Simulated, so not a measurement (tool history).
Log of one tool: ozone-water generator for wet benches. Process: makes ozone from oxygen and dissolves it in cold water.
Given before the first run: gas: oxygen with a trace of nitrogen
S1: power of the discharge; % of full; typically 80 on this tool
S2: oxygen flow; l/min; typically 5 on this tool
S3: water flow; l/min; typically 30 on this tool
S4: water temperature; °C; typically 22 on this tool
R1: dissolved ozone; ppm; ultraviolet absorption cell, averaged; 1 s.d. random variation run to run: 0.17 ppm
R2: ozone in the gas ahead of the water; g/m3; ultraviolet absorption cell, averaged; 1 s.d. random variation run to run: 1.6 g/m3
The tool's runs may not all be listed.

| run | hour | S1 | S2 | S3 | S4 | R1 | R2 |
|---|---|---|---|---|---|---|---|
| 1 | 0 | 80 | 5 | 30 | 22 | 20.2 | 278.8 |
| 2 | 170.3 | 55 | 5 | 30 | 22 | 15.1 | 211.6 |
| 3 | 339.8 | 55 | 5 | 30 | 22 | 15.3 | 209.7 |
| 4 | 452.7 | 55 | 5 | 30 | 22 | 15.2 | 208.8 |
| 5 | 584.9 | 80 | 5 | 32 | 22 | 18.8 | 275.7 |
| 6 | 754.5 | 97 | 5 | 30 | 22 | 23.2 | 319.4 |
| 7 | 885.3 | 80 | 4.67 | 30 | 22 | 19.9 | 284.2 |
| 8 | 1053.5 | 80 | 4.67 | 30 | 22 | 19.5 | 285.4 |
| 9 | 1207.3 | 80 | 5 | 30 | 25 | 19.3 | 274.8 |

For run 10, what comes out?
| 10 | 1313.3 | 68 | 4.6 | 24 | 24 | ? | ? |

R1: 20.8 ppm
R2: 252.4 g/m3
On a tool with no hidden condition, and with the same random variation, this run would have come out at R1 23.3 ppm, R2 276.7 g/m3.
